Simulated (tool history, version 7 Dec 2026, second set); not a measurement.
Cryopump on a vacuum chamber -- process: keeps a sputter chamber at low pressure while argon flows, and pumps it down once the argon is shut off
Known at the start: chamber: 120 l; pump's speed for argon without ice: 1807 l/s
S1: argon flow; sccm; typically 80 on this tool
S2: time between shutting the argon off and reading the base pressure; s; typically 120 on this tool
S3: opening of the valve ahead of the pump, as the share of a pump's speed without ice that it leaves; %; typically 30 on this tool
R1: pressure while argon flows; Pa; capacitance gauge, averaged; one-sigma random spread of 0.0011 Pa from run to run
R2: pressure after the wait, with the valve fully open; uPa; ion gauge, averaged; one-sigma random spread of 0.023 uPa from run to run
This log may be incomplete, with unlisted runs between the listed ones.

{"run": 1, "hour": 0.0, "S1": 80, "S2": 120, "S3": 30, "R1": 0.2626, "R2": 0.88}
{"run": 2, "hour": 31.8, "S1": 80, "S2": 56, "S3": 30, "R1": 0.2625, "R2": 1.66}
{"run": 3, "hour": 61.3, "S1": 80, "S2": 32, "S3": 30, "R1": 0.2639, "R2": 2.69}
{"run": 4, "hour": 83.5, "S1": 80, "S2": 32, "S3": 30, "R1": 0.2614, "R2": 2.65}
{"run": 5, "hour": 118.8, "S1": 80, "S2": 32, "S3": 30, "R1": 0.2661, "R2": 2.78}
{"run": 6, "hour": 146.2, "S1": 80, "S2": 32, "S3": 30, "R1": 0.2671, "R2": 2.7}
{"run": 7, "hour": 166.1, "S1": 80, "S2": 32, "S3": 30, "R1": 0.2653, "R2": 2.78}
{"run": 8, "hour": 184.0, "S1": 80, "S2": 120, "S3": 30, "R1": 0.2698, "R2": 0.97}
{"run": 9, "hour": 199.9, "S1": 48, "S2": 120, "S3": 30, "R1": 0.1589, "R2": 1.01}
{"run": 10, "hour": 215.1, "S1": 80, "S2": 120, "S3": 30, "R1": 0.2672, "R2": 1.0}
{"run": 11, "hour": 232.0, "S1": 80, "S2": 120, "S3": 30, "R1": 0.2674, "R2": 1.0}
{"run": 12, "hour": 256.4, "S1": 80, "S2": 120, "S3": 30, "R1": 0.2703, "R2": 1.06}
{"run": 13, "hour": 279.2, "S1": 80, "S2": 120, "S3": 50, "R1": 0.1712, "R2": 1.03}
{"run": 14, "hour": 306.5, "S1": 55, "S2": 120, "S3": 30, "R1": 0.1843, "R2": 1.11}
{"run": 15, "hour": 329.9, "S1": 55, "S2": 120, "S3": 30, "R1": 0.1858, "R2": 1.04}
{"run": 16, "hour": 349.9, "S1": 55, "S2": 120, "S3": 30, "R1": 0.1859, "R2": 1.09}
{"run": 17, "hour": 366.1, "S1": 40, "S2": 120, "S3": 30, "R1": 0.1353, "R2": 1.1}

What will run 18 give?
{"run": 18, "hour": 399.5, "S1": 40, "S2": 120, "S3": 30, "R1": "?", "R2": "?"}

Run 18 gave R1 0.1370 Pa, R2 1.11 uPa.
Without the tool's hidden state the same run would have given R1 0.1256 Pa, R2 0.79 uPa.
